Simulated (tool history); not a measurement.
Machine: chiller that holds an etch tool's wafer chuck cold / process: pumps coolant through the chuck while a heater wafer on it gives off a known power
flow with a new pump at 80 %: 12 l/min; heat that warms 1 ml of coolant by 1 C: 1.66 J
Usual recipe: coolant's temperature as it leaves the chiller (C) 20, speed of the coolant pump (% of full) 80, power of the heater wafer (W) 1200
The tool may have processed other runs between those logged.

run     day  coolant's temperature as it leaves the chiller (C)  speed of the coolant pump (% of full)  power of the heater wafer (W)  chuck's temperature once it has settled (K)  how much warmer the coolant comes back (C)
  1       0                                                  20                                     80                           1200                                       302.25                                        3.63
  2   1.154                                                  28                                     80                           1200                                       310.15                                        3.56
  3   1.908                                                  28                                     80                           1200                                       310.45                                        3.55
  4   3.138                                                  28                                     80                           1200                                       310.35                                        3.52
  5   3.675                                                  28                                     80                           1200                                       310.15                                        3.49
  6   4.292                                                  20                                     80                           1200                                       302.25                                        3.49
  7   5.404                                                  13                                     80                           1200                                       295.15                                        3.42
  8   6.488                                                  20                                     80                           1200                                       302.15                                        3.36
  9   7.754                                                  20                                     80                           1200                                       302.05                                        3.38
 10   8.604                                                  20                                     80                           1039                                       300.95                                        2.88
 11   9.312                                                  20                                     80                           1039                                       301.15                                        2.81
 12   10.15                                                  20                                     80                           1039                                       301.05                                        2.78
 13  10.996                                                  11                                     80                           1039                                       291.95                                        2.75
 14  11.529                                                  11                                     80                           1039                                       291.95                                        2.77
 15  12.375                                                  20                                     80                            723                                       298.65                                        1.72
 16  13.112                                                  20                                     89                           1200                                       301.25                                         2.8
 17  13.704                                                  12                                     75                           1677                                       298.65                                        4.94
     13.767  -- gauge calibrated
 18   14.45                                                  12                                     75                           1416                                       296.45                                        4.56
 19  15.167                                                  12                                     75                           1416                                       296.55                                        4.56
 20  16.046                                                  19                                     61                            790                                       299.55                                        3.12
 21  17.062                                                  20                                     80                           1082                                       301.35                                        3.13
 22  17.654                                                  18                                     64                            694                                       297.55                                        2.56
 23  18.646                                                  18                                     64                            694                                       297.65                                        2.45
 24  19.875                                                  18                                     64                            694                                       297.35                                        2.46
 25  20.971                                                  26                                     74                           1636                                       312.25                                        5.12
 26  21.708                                                  21                                     61                           1636                                       309.55                                        6.37
 27  22.521                                                  11                                     62                           1275                                       295.95                                         4.8
 28  23.717                                                  11                                     72                           1275                                       294.55                                        3.95
     24.071  -- chiller's thermometer calibrated
 29  24.396                                                  11                                     72                           1275                                       294.45                                        3.99
 30  25.288                                                  11                                     91                            631                                       288.55                                        1.29
 31  26.517                                                  16                                     68                           1248                                       299.75                                        4.06

Forecast each of these 3 alternatives for the next run:
  A  27.738                                                  21                                     67                            944                                            ?                                           ?
  B  27.738                                                  11                                     61                           1331                                            ?                                           ?
  C  27.738                                                  16                                     94                           1478                                            ?                                           ?

run  chuck's temperature once it has settled (K)  how much warmer the coolant comes back (C)
  A                                       302.55                                        2.95
  B                                       296.85                                        4.96
  C                                       298.75                                        3.23
Stripped of hidden state, with their random variation kept, the same runs would have yielded:
run  chuck's temperature once it has settled (K)  how much warmer the coolant comes back (C)
  A                                       302.55                                        3.43
  B                                       296.85                                        5.43
  C                                       298.75                                        3.71
